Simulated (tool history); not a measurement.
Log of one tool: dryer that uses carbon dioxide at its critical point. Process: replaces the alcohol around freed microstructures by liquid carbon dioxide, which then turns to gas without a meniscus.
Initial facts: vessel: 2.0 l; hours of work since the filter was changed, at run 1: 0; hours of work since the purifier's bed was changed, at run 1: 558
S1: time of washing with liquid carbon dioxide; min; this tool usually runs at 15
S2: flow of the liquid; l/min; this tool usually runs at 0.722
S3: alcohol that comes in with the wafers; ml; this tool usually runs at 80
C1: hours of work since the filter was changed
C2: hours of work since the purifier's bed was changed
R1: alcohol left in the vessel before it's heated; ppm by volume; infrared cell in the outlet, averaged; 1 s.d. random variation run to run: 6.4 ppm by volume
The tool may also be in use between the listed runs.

run 1 hour=0.0 | S1=15 S2=0.722 S3=80 | C1=0 C2=558 | R1=332
run 2 hour=61.8 | S1=15 S2=0.722 S3=80 | C1=24 C2=582 | R1=358
run 3 hour=107.0 | S1=15 S2=0.891 S3=80 | C1=41 C2=599 | R1=177
run 4 hour=167.6 | S1=15 S2=0.891 S3=80 | C1=65 C2=622 | R1=176
run 5 hour=215.8 | S1=15 S2=0.891 S3=80 | C1=83 C2=641 | R1=193
run 6 hour=272.8 | S1=15 S2=0.621 S3=80 | C1=105 C2=663 | R1=777
run 7 hour=320.6 | S1=15 S2=0.621 S3=80 | C1=124 C2=681 | R1=773
run 8 hour=364.8 | S1=15 S2=0.621 S3=80 | C1=141 C2=698 | R1=858
run 9 hour=395.2 | S1=18 S2=0.722 S3=80 | C1=152 C2=710 | R1=246
run 10 hour=430.3 | S1=18 S2=0.722 S3=80 | C1=166 C2=724 | R1=259
run 11 hour=474.2 | S1=19 S2=0.722 S3=80 | C1=183 C2=741 | R1=227
-- hour=488.5 inlet filter changed
run 12 hour=509.0 | S1=19 S2=0.722 S3=80 | C1=8 C2=754 | R1=161
run 13 hour=558.3 | S1=15 S2=1.017 S3=80 | C1=27 C2=773 | R1=143
run 14 hour=606.1 | S1=15 S2=0.587 S3=80 | C1=45 C2=791 | R1=825
run 15 hour=638.0 | S1=18 S2=0.722 S3=80 | C1=58 C2=803 | R1=213
run 16 hour=689.0 | S1=18 S2=0.722 S3=80 | C1=77 C2=823 | R1=220
run 17 hour=737.0 | S1=15 S2=0.510 S3=80 | C1=96 C2=842 | R1=1505
run 18 hour=789.5 | S1=10 S2=0.722 S3=80 | C1=116 C2=862 | R1=1819
run 19 hour=846.3 | S1=14 S2=0.722 S3=80 | C1=138 C2=884 | R1=651
run 20 hour=901.8 | S1=14 S2=0.722 S3=80 | C1=159 C2=905 | R1=667
run 21 hour=942.7 | S1=14 S2=0.722 S3=80 | C1=175 C2=921 | R1=696
-- hour=980.0 inlet filter changed
run 22 hour=984.7 | S1=14 S2=0.722 S3=80 | C1=2 C2=937 | R1=485
run 23 hour=1019.3 | S1=14 S2=0.722 S3=80 | C1=15 C2=950 | R1=501
run 24 hour=1065.1 | S1=14 S2=0.722 S3=80 | C1=33 C2=968 | R1=525
run 25 hour=1098.9 | S1=15 S2=0.800 S3=80 | C1=46 C2=981 | R1=297
run 26 hour=1141.0 | S1=10 S2=0.703 S3=58 | C1=62 C2=997 | R1=1354
run 27 hour=1180.6 | S1=10 S2=0.703 S3=58 | C1=77 C2=1012 | R1=1401
-- hour=1190.6 purifier's bed changed
run 28 hour=1210.1 | S1=13 S2=0.931 S3=100 | C1=88 C2=8 | R1=249
run 29 hour=1244.0 | S1=13 S2=0.931 S3=100 | C1=101 C2=21 | R1=277
run 30 hour=1287.3 | S1=13 S2=0.931 S3=100 | C1=117 C2=37 | R1=285
run 31 hour=1335.0 | S1=15 S2=0.972 S3=74 | C1=136 C2=56 | R1=93
run 32 hour=1363.2 | S1=15 S2=0.722 S3=110 | C1=147 C2=67 | R1=582
run 33 hour=1398.9 | S1=15 S2=0.722 S3=110 | C1=161 C2=80 | R1=608
run 34 hour=1451.2 | S1=15 S2=0.722 S3=110 | C1=181 C2=101 | R1=649
-- hour=1470.2 inlet filter changed
run 35 hour=1479.2 | S1=15 S2=0.722 S3=110 | C1=3 C2=111 | R1=409
run 36 hour=1526.4 | S1=11 S2=0.722 S3=119 | C1=22 C2=129 | R1=1638
run 37 hour=1556.6 | S1=11 S2=0.694 S3=119 | C1=33 C2=141 | R1=1866
run 38 hour=1604.5 | S1=11 S2=0.952 S3=119 | C1=52 C2=159 | R1=616
run 39 hour=1659.6 | S1=11 S2=0.543 S3=97 | C1=73 C2=181 | R1=3455
run 40 hour=1702.6 | S1=15 S2=0.784 S3=80 | C1=90 C2=197 | R1=270
run 41 hour=1735.8 | S1=14 S2=0.596 S3=80 | C1=102 C2=210 | R1=1122
run 42 hour=1788.0 | S1=15 S2=0.783 S3=22 | C1=123 C2=230 | R1=110
run 43 hour=1824.1 | S1=18 S2=1.146 S3=24 | C1=137 C2=244 | R1=35
run 44 hour=1860.2 | S1=11 S2=0.559 S3=80 | C1=150 C2=258 | R1=3039
run 45 hour=1911.6 | S1=22 S2=0.752 S3=35 | C1=170 C2=278 | R1=58
-- hour=1960.0 inlet filter changed
run 46 hour=1970.8 | S1=15 S2=0.847 S3=32 | C1=4 C2=300 | R1=84

Difference, measured minus no-hidden-state, one row per run. Run-to-run variation is common to both terms; the gauge's own scatter need not be:
Unlogged tool condition in this case: flow that reaches the vessel past the clogged filter, %; alcohol in the recycled carbon dioxide, ppm; drift of the gauge itself on alcohol_ppm, %.
run=1 R1=+69
run=2 R1=+91
run=3 R1=+85
run=4 R1=+96
run=5 R1=+105
run=6 R1=+253
run=7 R1=+275
run=8 R1=+325
run=9 R1=+151
run=10 R1=+163
run=11 R1=+155
run=12 R1=+87
run=13 R1=+93
run=14 R1=+168
run=15 R1=+118
run=16 R1=+126
run=17 R1=+369
run=18 R1=+473
run=19 R1=+282
run=20 R1=+307
run=21 R1=+340
run=22 R1=+118
run=23 R1=+134
run=24 R1=+156
run=25 R1=+140
run=26 R1=+271
run=27 R1=+312
run=28 R1=+70
run=29 R1=+85
run=30 R1=+101
run=31 R1=+41
run=32 R1=+223
run=33 R1=+249
run=34 R1=+288
run=35 R1=+39
run=36 R1=+155
run=37 R1=+215
run=38 R1=+130
run=39 R1=+515
run=40 R1=+97
run=41 R1=+300
run=42 R1=+55
run=43 R1=+29
run=44 R1=+796
run=45 R1=+44
run=46 R1=+36
